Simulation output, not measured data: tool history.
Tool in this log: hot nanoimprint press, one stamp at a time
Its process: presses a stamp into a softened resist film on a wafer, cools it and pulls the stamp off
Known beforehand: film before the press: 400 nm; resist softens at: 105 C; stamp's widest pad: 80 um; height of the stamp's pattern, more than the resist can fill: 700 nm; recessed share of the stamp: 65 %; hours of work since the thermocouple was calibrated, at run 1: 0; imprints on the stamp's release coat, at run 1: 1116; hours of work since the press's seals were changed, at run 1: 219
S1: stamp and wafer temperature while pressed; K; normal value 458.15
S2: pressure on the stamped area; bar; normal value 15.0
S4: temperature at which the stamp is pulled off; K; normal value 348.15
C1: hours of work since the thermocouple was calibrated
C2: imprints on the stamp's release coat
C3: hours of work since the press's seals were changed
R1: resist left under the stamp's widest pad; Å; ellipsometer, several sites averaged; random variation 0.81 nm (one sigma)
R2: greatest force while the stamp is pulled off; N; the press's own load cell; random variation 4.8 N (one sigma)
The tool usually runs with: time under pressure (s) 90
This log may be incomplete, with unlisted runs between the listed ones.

Run 1, hour 0.0: usual settings; C1 0; C2 1116; C3 219. Result: R1 2267 Å, R2 277 N.
Run 2, hour 26.0: usual settings but S2 15.7 bar; C1 20; C2 1219; C3 239. Result: R1 2259 Å, R2 293 N.
Run 3, hour 63.5: usual settings but S2 19.5 bar; C1 50; C2 1369; C3 269. Result: R1 2070 Å, R2 291 N.
Run 4, hour 90.0: usual settings but S2 19.5 bar; C1 70; C2 1475; C3 290. Result: R1 2081 Å, R2 311 N.
Run 5, hour 124.1: usual settings but S2 19.5 bar; C1 97; C2 1610; C3 316. Result: R1 2083 Å, R2 308 N.
Run 6, hour 148.3: usual settings but S2 20.3 bar; C1 116; C2 1707; C3 335. Result: R1 2068 Å, R2 319 N.
Run 7, hour 191.3: usual settings but S2 20.3 bar; C1 150; C2 1878; C3 369. Result: R1 2065 Å, R2 333 N.
Run 8, hour 209.9: usual settings but S4 349.15 K; C1 164; C2 1952; C3 383. Result: R1 2337 Å, R2 330 N.
Run 9, hour 235.5: usual settings but S2 15.9 bar, S4 344.15 K; C1 184; C2 2054; C3 403. Result: R1 2309 Å, R2 351 N.
At hour 277.0: stamp cleaned and given a new release coat.
Run 10, hour 285.9: usual settings but S2 15.9 bar, S4 344.15 K; C1 219; C2 35; C3 438. Result: R1 2304 Å, R2 258 N.
Run 11, hour 326.0: usual settings but time under pressure (s) 63; C1 250; C2 195; C3 470. Result: R1 2619 Å, R2 244 N.
Run 12, hour 350.5: usual settings but S1 461.15 K, S2 9.9 bar, time under pressure (s) 96; C1 270; C2 292; C3 489. Result: R1 2412 Å, R2 252 N.
Run 13, hour 373.5: usual settings but S1 453.15 K, S2 13.1 bar; C1 288; C2 384; C3 507. Result: R1 2963 Å, R2 251 N.
Run 14, hour 410.0: usual settings but S1 453.15 K, S2 13.1 bar; C1 316; C2 529; C3 535. Result: R1 2977 Å, R2 266 N.
Run 15, hour 455.0: usual settings but time under pressure (s) 59, S4 344.15 K; C1 351; C2 709; C3 570. Result: R1 2697 Å, R2 290 N.

3 ways to go on from here, each from the tool as it stands after run 15. What would each give?
At hour 461.1: plate thermocouple calibrated.
Run A, hour 492.1: usual settings but S2 22.5 bar, time under pressure (s) 59, S4 344.15 K; C1 24; C2 845; C3 597. Result: R1 ?, R2 ?.
At hour 461.1: plate thermocouple calibrated.
Run B, hour 492.1: usual settings but S2 11.1 bar; C1 24; C2 845; C3 597. Result: R1 ?, R2 ?.
At hour 461.1: plate thermocouple calibrated.
Run C, hour 492.1: usual settings but S2 9.2 bar, time under pressure (s) 59, S4 344.15 K; C1 24; C2 845; C3 597. Result: R1 ?, R2 ?.

run    R1   R2
  A  2221  292
  B  2535  271
  C  2973  286
The same runs, with their run-to-run variation unchanged, on a tool lacking any hidden condition would have given:
run    R1   R2
  A  2195  251
  B  2527  233
  C  2967  246

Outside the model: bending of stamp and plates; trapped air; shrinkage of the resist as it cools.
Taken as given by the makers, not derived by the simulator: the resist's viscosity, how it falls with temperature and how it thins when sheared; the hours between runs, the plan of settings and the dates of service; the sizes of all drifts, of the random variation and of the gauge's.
